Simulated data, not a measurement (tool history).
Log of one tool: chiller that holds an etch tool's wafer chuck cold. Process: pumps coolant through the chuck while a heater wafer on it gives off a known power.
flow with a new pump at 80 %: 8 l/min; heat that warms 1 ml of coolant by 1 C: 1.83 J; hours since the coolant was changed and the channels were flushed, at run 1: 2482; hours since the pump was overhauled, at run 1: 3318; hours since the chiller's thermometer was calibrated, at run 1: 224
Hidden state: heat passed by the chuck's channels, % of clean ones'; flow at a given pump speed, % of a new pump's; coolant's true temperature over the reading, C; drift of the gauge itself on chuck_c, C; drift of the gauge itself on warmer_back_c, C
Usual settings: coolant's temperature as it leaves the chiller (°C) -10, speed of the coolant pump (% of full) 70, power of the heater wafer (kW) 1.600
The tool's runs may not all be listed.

run,hour,coolant's temperature as it leaves the chiller (°C),speed of the coolant pump (% of full),power of the heater wafer (kW),hours since the coolant was changed and the channels were flushed,hours since the pump was overhauled,hours since the chiller's thermometer was calibrated,chuck's temperature once it has settled (°C),how much warmer the coolant comes back (C)
1,0.0,-10,70,1.600,2482,3318,224,3.3,7.92
2,80.7,-10,70,1.600,2563,3398,304,3.1,7.96
3,170.6,-10,70,1.600,2653,3488,394,3.3,7.89
4,259.5,-10,70,1.600,2742,3577,483,3.5,8.08
5,334.0,-10,84,1.600,2816,3651,558,1.7,6.59
6,468.9,-10,70,1.600,2951,3786,693,3.4,8.01
7,557.2,-10,70,1.600,3040,3875,781,3.3,8.03
8,705.5,-10,70,1.600,3188,4023,929,3.4,8.05
9,795.7,-10,70,1.600,3278,4113,1019,3.3,8.05
10,909.9,-10,70,1.600,3392,4227,1134,3.5,8.08
11,978.5,-10,70,1.600,3461,4296,1202,3.6,8.07
12,1100.8,-10,70,0.983,3583,4418,1325,-1.9,5.05
13,1243.4,-12,70,1.600,3726,4561,1467,1.5,8.06
14,1322.9,-10,70,1.600,3805,4640,1547,3.7,8.12
15,1438.5,-10,70,1.600,3921,4756,1662,3.5,8.11
16,1569.1,-10,64,1.600,4052,4887,1793,4.5,8.93
17,1695.5,-10,64,1.600,4178,5013,1919,4.5,8.95
18,1847.6,-10,64,1.600,4330,5165,2071,4.6,8.95
19,1916.9,-6,92,1.040,4399,5234,2141,1.2,4.01
20,2074.6,-6,92,1.040,4557,5392,2298,1.2,4.04
21,2213.4,-10,78,1.600,4696,5531,2437,3.0,7.48
22,2315.6,-7,78,0.855,4798,5633,2539,-0.3,3.98
23,2448.8,-10,74,0.990,4931,5766,2673,-1.9,4.89
24,2574.8,-3,92,1.416,5057,5892,2799,7.2,5.59
25,2694.3,-16,70,1.600,5177,6012,2918,-2.0,8.35
26,2764.6,-11,70,1.329,5247,6082,2988,0.5,6.87
27,2836.4,-15,70,2.327,5319,6154,3060,5.6,12.20
28,2912.8,-10,84,1.878,5395,6230,3137,4.6,8.16
29,3056.9,-10,84,1.878,5539,6374,3281,4.7,8.21
30,3146.0,-13,67,1.600,5628,6463,3370,1.5,8.69

The same runs without the tool's hidden state, with the same run-to-run variation:
run,chuck's temperature once it has settled (°C),how much warmer the coolant comes back (C)
1,2.2,7.46
2,2.1,7.49
3,2.2,7.41
4,2.4,7.59
5,0.7,6.17
6,2.2,7.49
7,2.2,7.49
8,2.2,7.49
9,2.1,7.48
10,2.2,7.50
11,2.3,7.48
12,-2.6,4.67
13,0.2,7.43
14,2.3,7.48
15,2.1,7.45
16,2.9,8.19
17,2.9,8.20
18,2.9,8.18
19,0.5,3.65
20,0.4,3.67
21,1.5,6.79
22,-0.9,3.61
23,-2.8,4.42
24,6.0,5.04
25,-3.8,7.53
26,-0.9,6.18
27,2.8,10.96
28,2.6,7.32
29,2.6,7.35
30,-0.5,7.76
